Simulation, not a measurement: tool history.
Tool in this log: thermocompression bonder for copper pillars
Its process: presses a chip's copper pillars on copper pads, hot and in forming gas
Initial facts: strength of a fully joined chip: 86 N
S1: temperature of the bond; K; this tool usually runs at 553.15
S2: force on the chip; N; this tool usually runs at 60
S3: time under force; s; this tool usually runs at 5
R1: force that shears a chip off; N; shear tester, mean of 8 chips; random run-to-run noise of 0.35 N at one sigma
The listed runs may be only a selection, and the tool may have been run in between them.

run	hour	S1	S2	S3	R1
1	0	553.15	60	5	60.9
2	20.7	553.15	60	5	61.1
3	46	553.15	60	5	61
4	59.6	553.15	60	5	60.6
5	80.5	553.15	60	5	60.9
6	92.3	553.15	60	7	65.5
7	106.8	529.15	60	5	51.8
8	127.6	529.15	60	5	52
9	153.8	571.15	60	10	75
10	174.8	571.15	58	12	76.2
11	189.1	552.15	52	12	68.2

Run 12 has not been measured yet. What should we expect?
12	202	553.15	60	8	?

R1: 67.1 N
Minus the tool's unlogged condition, the same run would have read R1 68.4 N.
